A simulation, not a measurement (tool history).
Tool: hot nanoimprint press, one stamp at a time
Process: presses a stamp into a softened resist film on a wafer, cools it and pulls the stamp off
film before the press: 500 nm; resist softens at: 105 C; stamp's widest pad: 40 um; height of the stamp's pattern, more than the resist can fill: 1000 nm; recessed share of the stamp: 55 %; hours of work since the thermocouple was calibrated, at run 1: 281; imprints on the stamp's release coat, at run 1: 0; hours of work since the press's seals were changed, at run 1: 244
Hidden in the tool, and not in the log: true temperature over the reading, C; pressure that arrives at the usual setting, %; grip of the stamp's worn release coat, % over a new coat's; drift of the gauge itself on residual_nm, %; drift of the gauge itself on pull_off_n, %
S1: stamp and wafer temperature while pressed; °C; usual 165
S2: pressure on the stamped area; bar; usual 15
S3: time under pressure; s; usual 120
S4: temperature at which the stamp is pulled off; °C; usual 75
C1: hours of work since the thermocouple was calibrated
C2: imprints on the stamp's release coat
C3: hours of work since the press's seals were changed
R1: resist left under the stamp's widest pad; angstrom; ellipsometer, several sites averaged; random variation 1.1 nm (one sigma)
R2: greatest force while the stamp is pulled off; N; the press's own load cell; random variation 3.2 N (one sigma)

| run | hour | S1 | S2 | S3 | S4 | C1 | C2 | C3 | R1 | R2 |
|---|---|---|---|---|---|---|---|---|---|---|
| 1 | 0 | 165 | 15 | 120 | 75 | 281 | 0 | 244 | 2583 | 237 |
| 2 | 14.4 | 165 | 15 | 120 | 75 | 287 | 46 | 250 | 2594 | 241 |
| 3 | 27.3 | 165 | 15.8 | 120 | 75 | 292 | 87 | 255 | 2542 | 241 |
| 4 | 43.2 | 165 | 15 | 120 | 75 | 298 | 137 | 261 | 2565 | 242 |
| 5 | 56.2 | 165 | 15 | 184 | 75 | 303 | 178 | 266 | 2262 | 249 |
| 6 | 71.6 | 165 | 15 | 184 | 75 | 310 | 227 | 273 | 2242 | 249 |
| 7 | 83.9 | 165 | 15 | 184 | 75 | 315 | 266 | 278 | 2249 | 254 |
| 8 | 92.6 | 165 | 15 | 120 | 79 | 318 | 293 | 281 | 2601 | 225 |
| 9 | 102.4 | 165 | 15 | 120 | 79 | 322 | 325 | 285 | 2631 | 224 |
| 10 | 112.3 | 165 | 15 | 120 | 79 | 326 | 356 | 289 | 2615 | 234 |
| 11 | 120.2 | 165 | 15 | 120 | 79 | 329 | 381 | 292 | 2602 | 226 |
| 12 | 127.3 | 162 | 15 | 120 | 75 | 332 | 403 | 295 | 2946 | 259 |
| 13 | 141.5 | 162 | 15 | 120 | 77 | 338 | 449 | 301 | 2937 | 239 |
| 14 | 157.6 | 165 | 15 | 120 | 75 | 344 | 500 | 307 | 2606 | 257 |
| 15 | 173.8 | 165 | 15 | 120 | 75 | 351 | 551 | 314 | 2601 | 257 |
| 16 | 189.8 | 163 | 17.9 | 120 | 75 | 357 | 601 | 320 | 2620 | 259 |
| 17 | 202 | 165 | 14.7 | 120 | 75 | 362 | 640 | 325 | 2625 | 258 |
| 18 | 211.4 | 168 | 22.9 | 126 | 76 | 366 | 670 | 329 | 1815 | 252 |
| 19 | 223.9 | 168 | 22.9 | 208 | 76 | 371 | 710 | 334 | 1499 | 251 |
| 20 | 233 | 165 | 15.7 | 120 | 75 | 375 | 738 | 338 | 2540 | 258 |
| 21 | 241.3 | 165 | 15.7 | 120 | 75 | 378 | 765 | 341 | 2562 | 262 |
| 22 | 258.6 | 168 | 15 | 193 | 61 | 385 | 820 | 348 | 1927 | 354 |
| 23 | 274.7 | 168 | 15 | 193 | 61 | 392 | 871 | 355 | 1921 | 346 |
| 24 | 291.7 | 173 | 16.8 | 112 | 64 | 398 | 924 | 361 | 1770 | 340 |
| 25 | 301.7 | 165 | 13.5 | 66 | 65 | 402 | 956 | 365 | 3265 | 326 |
| 26 | 316.9 | 154 | 10.9 | 126 | 72 | 408 | 1004 | 371 | 4236 | 286 |
| 27 | 325.9 | 154 | 10.9 | 126 | 72 | 412 | 1033 | 375 | 4238 | 289 |
| 28 | 338.3 | 161 | 10.9 | 126 | 72 | 417 | 1072 | 380 | 3477 | 297 |
| 29 | 347.4 | 165 | 15 | 120 | 74 | 421 | 1101 | 384 | 2633 | 269 |

5 ways to go on from here, each from the tool as it stands after run 29. What would each give?
| A | 355.4 | 165 | 12.2 | 120 | 74 | 424 | 1126 | 387 | ? | ? |
| B | 355.4 | 175 | 17.8 | 207 | 75 | 424 | 1126 | 387 | ? | ? |
| C | 355.4 | 154 | 15 | 120 | 74 | 424 | 1126 | 387 | ? | ? |
| D | 355.4 | 176 | 15 | 120 | 74 | 424 | 1126 | 387 | ? | ? |
| E | 355.4 | 170 | 15 | 120 | 74 | 424 | 1126 | 387 | ? | ? |

| run | R1 | R2 |
|---|---|---|
| A | 2867 | 279 |
| B | 1246 | 263 |
| C | 3985 | 277 |
| D | 1645 | 282 |
| E | 2107 | 277 |
Without the tool's hidden state the same runs would have given:
| run | R1 | R2 |
|---|---|---|
| A | 2757 | 248 |
| B | 1191 | 233 |
| C | 3872 | 246 |
| D | 1577 | 250 |
| E | 2017 | 245 |
